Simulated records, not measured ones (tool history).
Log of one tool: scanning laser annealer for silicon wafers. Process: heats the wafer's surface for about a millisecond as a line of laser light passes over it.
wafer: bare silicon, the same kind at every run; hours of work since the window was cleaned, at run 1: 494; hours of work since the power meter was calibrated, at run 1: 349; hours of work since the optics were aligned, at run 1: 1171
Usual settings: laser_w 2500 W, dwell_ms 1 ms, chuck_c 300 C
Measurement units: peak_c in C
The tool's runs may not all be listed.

| run | hour | laser_w | dwell_ms | chuck_c | hours of work since the window was cleaned | hours of work since the power meter was calibrated | hours of work since the optics were aligned | peak_c |
|---|---|---|---|---|---|---|---|---|
| 1 | 0 | 2500 | 1 | 300 | 494 | 349 | 1171 | 983 |
| 2 | 53.4 | 2500 | 1 | 300 | 523 | 378 | 1199 | 976 |
| 3 | 88.5 | 2500 | 1 | 300 | 542 | 397 | 1218 | 972 |
| 4 | 148.2 | 2500 | 0.82 | 300 | 574 | 429 | 1250 | 915 |
| 5 | 179.7 | 2500 | 1.21 | 300 | 591 | 446 | 1267 | 1028 |
| 6 | 246.1 | 2500 | 1.21 | 300 | 626 | 481 | 1303 | 1025 |
| 7 | 305 | 2500 | 1.21 | 300 | 658 | 513 | 1335 | 1022 |
|  | 317.4 | window over the wafer cleaned |
| 8 | 349.1 | 2500 | 1.21 | 300 | 17 | 536 | 1357 | 1078 |
| 9 | 402.9 | 2500 | 1.21 | 300 | 46 | 565 | 1386 | 1076 |
| 10 | 443.4 | 2500 | 1.21 | 300 | 68 | 586 | 1408 | 1072 |
| 11 | 510.2 | 2192 | 1 | 300 | 104 | 622 | 1444 | 896 |
| 12 | 564.5 | 2192 | 1 | 300 | 133 | 652 | 1473 | 892 |
| 13 | 631.2 | 2500 | 0.97 | 300 | 169 | 687 | 1509 | 993 |
| 14 | 690.9 | 2690 | 0.97 | 300 | 201 | 720 | 1541 | 1060 |
| 15 | 722.9 | 2500 | 1.13 | 300 | 218 | 737 | 1558 | 1034 |
| 16 | 788.4 | 2500 | 1 | 294 | 253 | 772 | 1594 | 991 |
| 17 | 850.7 | 2500 | 1 | 294 | 287 | 806 | 1627 | 984 |
|  | 891.5 | optics aligned, line set to its width |
| 18 | 918 | 2500 | 1 | 294 | 320 | 839 | 14 | 1008 |
| 19 | 952.7 | 2500 | 1 | 294 | 339 | 858 | 33 | 1005 |
| 20 | 982.7 | 2500 | 1 | 294 | 355 | 874 | 49 | 1006 |
| 21 | 1015 | 2500 | 1 | 294 | 372 | 891 | 66 | 1002 |
| 22 | 1069.9 | 2500 | 1 | 294 | 402 | 921 | 96 | 999 |
| 23 | 1115.7 | 2500 | 1 | 294 | 427 | 945 | 121 | 1003 |
| 24 | 1144 | 2506 | 1 | 300 | 442 | 961 | 136 | 1003 |
| 25 | 1207.3 | 2647 | 1 | 335 | 476 | 995 | 170 | 1091 |
| 26 | 1238.3 | 2462 | 1.15 | 325 | 493 | 1011 | 186 | 1053 |
| 27 | 1274.3 | 2232 | 0.83 | 275 | 512 | 1031 | 206 | 826 |
| 28 | 1301.4 | 2578 | 1 | 331 | 527 | 1045 | 220 | 1054 |
| 29 | 1357 | 2560 | 0.93 | 268 | 556 | 1075 | 250 | 959 |
| 30 | 1406.9 | 2560 | 1.23 | 319 | 583 | 1102 | 277 | 1096 |
| 31 | 1464.5 | 2181 | 1.23 | 319 | 614 | 1133 | 308 | 945 |
| 32 | 1502.6 | 2312 | 1 | 279 | 635 | 1153 | 329 | 894 |
|  | 1559.8 | window over the wafer cleaned |
| 33 | 1561.2 | 2164 | 1.18 | 337 | 1 | 1184 | 359 | 991 |
| 34 | 1598.9 | 2164 | 1.18 | 337 | 21 | 1204 | 379 | 991 |
| 35 | 1648.6 | 2164 | 1.18 | 337 | 48 | 1231 | 406 | 992 |
| 36 | 1677.8 | 2164 | 1.18 | 337 | 63 | 1247 | 422 | 987 |
| 37 | 1707.7 | 2658 | 1.18 | 302 | 80 | 1263 | 438 | 1154 |
| 38 | 1770.7 | 2658 | 1.18 | 302 | 113 | 1297 | 472 | 1148 |
| 39 | 1825.6 | 2658 | 1.18 | 302 | 143 | 1326 | 501 | 1145 |
| 40 | 1857 | 2427 | 0.91 | 286 | 160 | 1343 | 518 | 951 |
| 41 | 1892.2 | 2427 | 0.91 | 286 | 179 | 1362 | 537 | 950 |
| 42 | 1958.9 | 2418 | 1 | 301 | 215 | 1398 | 573 | 990 |

Selected run-to-run steps in peak_c, each split into two signed amounts: the part the tool would show with no hidden state at all (from settings, incoming material and random variation), and the remainder, which goes to the hidden state together with any gauge scatter not common to the measured and the hidden-state-free results:
The tool's hidden condition here consists of: light that passes the window, % of a clean one's; laser's true power over the reading, %; width of the line over the set one, %; drift of the gauge itself on peak_c, C.
Run 7 -> 8: window over the wafer cleaned. peak_c +56 C: hidden state +57, all else -1.
Run 17 -> 18: optics aligned, line set to its width. peak_c +24 C: hidden state +25, all else -1.
Run 26 -> 27: laser_w 2462 -> 2232, dwell_ms 1.15 -> 0.83, chuck_c 325 -> 275. peak_c -227 C: hidden state +9, all else -236.
Run 27 -> 28: laser_w 2232 -> 2578, dwell_ms 0.83 -> 1, chuck_c 275 -> 331. peak_c +228 C: hidden state -13, all else +241.
Run 32 -> 33: laser_w 2312 -> 2164, dwell_ms 1 -> 1.18, chuck_c 279 -> 337, window over the wafer cleaned. peak_c +97 C: hidden state +49, all else +48.
Run 39 -> 40: laser_w 2658 -> 2427, dwell_ms 1.18 -> 0.91, chuck_c 302 -> 286. peak_c -194 C: hidden state +3, all else -197.
